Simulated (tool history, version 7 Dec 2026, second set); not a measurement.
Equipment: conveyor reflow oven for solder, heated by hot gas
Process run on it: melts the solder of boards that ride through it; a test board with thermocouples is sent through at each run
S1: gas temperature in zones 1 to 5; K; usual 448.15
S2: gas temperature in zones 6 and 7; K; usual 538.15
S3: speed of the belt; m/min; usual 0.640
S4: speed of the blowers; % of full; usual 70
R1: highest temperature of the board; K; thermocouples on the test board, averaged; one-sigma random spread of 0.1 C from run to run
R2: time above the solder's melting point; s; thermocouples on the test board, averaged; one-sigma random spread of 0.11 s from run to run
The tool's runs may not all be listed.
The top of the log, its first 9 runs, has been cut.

Run 10, hour 142.6: usual settings. Result: R1 520.85 K, R2 46.1 s.
Run 11, hour 162.2: usual settings. Result: R1 520.75 K, R2 45.8 s.
Run 12, hour 179.6: usual settings. Result: R1 520.75 K, R2 45.7 s.
Run 13, hour 202.2: usual settings but S4 71 % of full. Result: R1 520.65 K, R2 45.8 s.
Run 14, hour 220.7: usual settings. Result: R1 520.15 K, R2 45.7 s.
At hour 236.8: flux residue cleaned out of gas plates and filters.
Run 15, hour 244.2: usual settings but S1 441.15 K. Result: R1 521.05 K, R2 44.5 s.
Run 16, hour 264.3: usual settings but S1 433.15 K, S3 0.529 m/min. Result: R1 525.85 K, R2 56.9 s.
Run 17, hour 285.1: usual settings but S1 433.15 K, S2 537.15 K, S3 0.529 m/min, S4 74 % of full. Result: R1 525.85 K, R2 57.3 s.
Run 18, hour 302.2: usual settings but S1 433.15 K, S2 537.15 K, S3 0.529 m/min, S4 74 % of full. Result: R1 525.85 K, R2 57.1 s.
Run 19, hour 314.8: usual settings but S1 433.15 K, S2 537.15 K, S3 0.529 m/min, S4 74 % of full. Result: R1 525.65 K, R2 57.1 s.
Run 20, hour 325.2: usual settings but S1 456.15 K, S2 526.15 K, S3 0.761 m/min, S4 81 % of full. Result: R1 510.85 K, R2 33.4 s.
At hour 331.2: belt drive overhauled, speed set with a stopwatch.
Run 21, hour 352.6: usual settings but S4 71 % of full. Result: R1 522.55 K, R2 48.1 s.
At hour 358.5: thermocouples of zones 6 and 7 changed.
Run 22, hour 377.8: usual settings but S1 458.15 K, S2 530.15 K, S4 62 % of full. Result: R1 514.05 K, R2 44.6 s.
At hour 387.6: belt drive overhauled, speed set with a stopwatch, once more.
Run 23, hour 398.1: usual settings but S1 433.15 K, S3 0.562 m/min, S4 60 % of full. Result: R1 518.35 K, R2 45.7 s.
Run 24, hour 415.9: usual settings but S1 433.15 K, S3 0.562 m/min, S4 60 % of full. Result: R1 518.45 K, R2 45.6 s.
Run 25, hour 435.8: usual settings but S3 0.647 m/min, S4 54 % of full. Result: R1 514.35 K, R2 38.4 s.
Run 26, hour 455.6: usual settings but S3 0.647 m/min, S4 54 % of full. Result: R1 514.25 K, R2 38.4 s.
Run 27, hour 467.1: usual settings but S3 0.647 m/min, S4 54 % of full. Result: R1 514.05 K, R2 38.2 s.
Run 28, hour 487.9: usual settings but S1 453.15 K, S2 549.15 K, S3 0.627 m/min, S4 74 % of full. Result: R1 531.25 K, R2 55.0 s.
Run 29, hour 508.8: usual settings but S1 450.15 K, S3 0.532 m/min, S4 82 % of full. Result: R1 527.15 K, R2 62.8 s.
Run 30, hour 526.4: usual settings but S1 450.15 K, S2 546.15 K, S3 0.541 m/min, S4 82 % of full. Result: R1 533.75 K, R2 65.5 s.

Branching from run 30: 3 alternative next runs. What would each branch give?
Run A, hour 545.2: usual settings but S1 455.15 K, S2 535.15 K. Result: R1 ?, R2 ?.
Run B, hour 545.2: usual settings but S1 458.15 K, S4 63 % of full. Result: R1 ?, R2 ?.
Run C, hour 545.2: usual settings but S1 444.15 K, S2 546.15 K, S3 0.637 m/min, S4 64 % of full. Result: R1 ?, R2 ?.

run      R1    R2
  A  518.05  46.0
  B  519.35  47.6
  C  523.35  46.0
Without the tool's unlogged condition, the same runs would have read:
run      R1    R2
  A  519.75  47.7
  B  520.95  49.2
  C  525.35  47.6
